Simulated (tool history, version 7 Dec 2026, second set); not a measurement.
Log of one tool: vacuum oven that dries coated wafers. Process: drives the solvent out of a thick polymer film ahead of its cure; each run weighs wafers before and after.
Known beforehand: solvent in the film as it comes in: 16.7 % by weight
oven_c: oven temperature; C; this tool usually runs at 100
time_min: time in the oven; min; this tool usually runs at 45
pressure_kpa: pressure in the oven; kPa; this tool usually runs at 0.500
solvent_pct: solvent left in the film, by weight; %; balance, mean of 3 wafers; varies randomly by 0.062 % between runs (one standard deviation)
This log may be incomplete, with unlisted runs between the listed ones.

| run | day | oven_c | time_min | pressure_kpa | solvent_pct |
|---|---|---|---|---|---|
| 1 | 0.000 | 100 | 45 | 0.500 | 3.36 |
| 2 | 4.138 | 103 | 45 | 0.500 | 2.51 |
| 3 | 5.988 | 103 | 45 | 0.850 | 2.58 |
| 4 | 9.492 | 103 | 45 | 0.850 | 2.56 |
| 5 | 12.421 | 103 | 45 | 0.850 | 2.58 |
| 6 | 14.638 | 103 | 45 | 0.850 | 2.52 |
| 7 | 17.562 | 99 | 45 | 0.500 | 3.56 |
| 8 | 21.408 | 100 | 45 | 0.374 | 3.12 |
| 9 | 25.000 | 100 | 45 | 0.374 | 3.07 |
| 10 | 28.408 | 100 | 45 | 0.374 | 3.05 |
| 11 | 32.458 | 100 | 45 | 0.500 | 3.11 |
| 12 | 36.333 | 100 | 45 | 0.500 | 3.00 |
| 13 | 40.433 | 100 | 45 | 0.500 | 3.08 |
| 14 | 42.292 | 100 | 45 | 0.500 | 2.96 |
| 15 | 45.358 | 100 | 72 | 1.341 | 1.81 |
| 16 | 47.367 | 100 | 72 | 1.221 | 1.74 |
| 17 | 49.358 | 100 | 72 | 1.221 | 1.72 |
|  | 49.617 | oven's thermocouples calibrated |
| 18 | 51.117 | 87 | 72 | 0.256 | 4.79 |
| 19 | 53.662 | 90 | 61 | 0.500 | 4.45 |
| 20 | 56.025 | 108 | 24 | 0.653 | 3.07 |
| 21 | 58.808 | 108 | 24 | 0.653 | 3.11 |
| 22 | 60.712 | 112 | 72 | 0.653 | 0.31 |
| 23 | 63.879 | 111 | 66 | 0.632 | 0.30 |
| 24 | 67.879 | 114 | 66 | 1.291 | 0.44 |
|  | 70.908 | oven's thermocouples calibrated, once more |
| 25 | 71.162 | 114 | 66 | 1.291 | 0.74 |
| 26 | 73.962 | 99 | 54 | 0.727 | 3.24 |

Here are 4 independent what-if runs from the current tool condition. What would each one return?
| A | 77.221 | 106 | 26 | 0.633 | ? |
| B | 77.221 | 99 | 26 | 0.611 | ? |
| C | 77.221 | 99 | 62 | 0.963 | ? |
| D | 77.221 | 100 | 37 | 0.500 | ? |

| run | solvent_pct |
|---|---|
| A | 4.42 |
| B | 6.60 |
| C | 2.83 |
| D | 4.60 |
Take away the tool's hidden state, keep each run's random variation, and the runs would have read:
| run | solvent_pct |
|---|---|
| A | 4.47 |
| B | 6.65 |
| C | 2.82 |
| D | 4.64 |
